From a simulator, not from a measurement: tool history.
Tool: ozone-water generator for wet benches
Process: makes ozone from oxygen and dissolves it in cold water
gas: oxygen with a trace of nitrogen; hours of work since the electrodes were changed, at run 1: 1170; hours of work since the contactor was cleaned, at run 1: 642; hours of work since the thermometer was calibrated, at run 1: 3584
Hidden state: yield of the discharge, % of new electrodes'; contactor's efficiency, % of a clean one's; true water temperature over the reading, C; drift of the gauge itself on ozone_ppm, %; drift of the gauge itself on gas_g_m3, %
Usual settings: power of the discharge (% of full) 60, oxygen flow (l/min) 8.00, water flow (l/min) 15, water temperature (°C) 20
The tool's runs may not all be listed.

run	day	power of the discharge (% of full)	oxygen flow (l/min)	water flow (l/min)	water temperature (°C)	hours of work since the electrodes were changed	hours of work since the contactor was cleaned	hours of work since the thermometer was calibrated	dissolved ozone (ppm)	ozone in the gas ahead of the water (g/m3)
1	0.000	60	8.00	15	20	1170	642	3584	31.7	199.4
2	0.888	60	8.00	15	20	1189	661	3603	31.9	200.7
3	2.808	60	8.00	15	20	1231	703	3645	32.1	201.0
4	4.458	66	8.00	15	20	1267	739	3681	34.3	217.0
5	6.533	66	8.00	15	20	1312	784	3726	33.9	217.3
6	7.767	66	8.00	15	20	1338	810	3752	34.6	217.1
7	8.942	60	8.00	15	20	1364	836	3778	32.1	201.7
8	10.529	60	8.00	15	20	1398	870	3812	31.7	203.0
9	12.058	60	8.00	15	20	1432	904	3845	32.2	201.1
10	13.883	60	8.00	15	20	1471	943	3885	32.0	200.8
11	14.879	83	8.00	15	20	1493	965	3907	42.2	263.0
12	16.525	83	8.00	15	20	1529	1000	3942	41.3	262.7
13	17.688	83	8.00	15	20	1554	1026	3968	41.3	260.5
14	19.579	83	8.00	15	20	1595	1067	4009	41.2	262.7
15	21.250	60	8.00	11	20	1631	1103	4045	37.8	202.5
16	22.308	60	8.00	11	20	1654	1126	4068	38.2	202.0
17	23.533	60	7.80	15	15	1681	1153	4094	34.8	202.5
18	24.875	60	7.80	15	15	1710	1182	4123	35.3	202.3
19	25.958	60	7.80	15	23	1733	1205	4147	30.1	202.3
20	27.733	74	5.79	15	20	1772	1244	4186	37.6	271.6
21	29.642	74	5.79	15	20	1813	1285	4227	38.2	271.5
22	30.554	57	4.07	15	20	1833	1305	4247	30.0	256.7
23	31.954	57	4.07	15	20	1863	1335	4277	29.8	254.0
24	33.712	60	8.00	15	15	1901	1373	4315	35.2	203.0

Forecast run 25:
25	35.479	60	4.16	12	15	1940	1412	4354	?	?

{"run 25": {"dissolved ozone (ppm)": 39.8, "ozone in the gas ahead of the water (g/m3)": 263.8}}
Without the tool's hidden state the same run would have given dissolved ozone (ppm) 39.9, ozone in the gas ahead of the water (g/m3) 264.1.

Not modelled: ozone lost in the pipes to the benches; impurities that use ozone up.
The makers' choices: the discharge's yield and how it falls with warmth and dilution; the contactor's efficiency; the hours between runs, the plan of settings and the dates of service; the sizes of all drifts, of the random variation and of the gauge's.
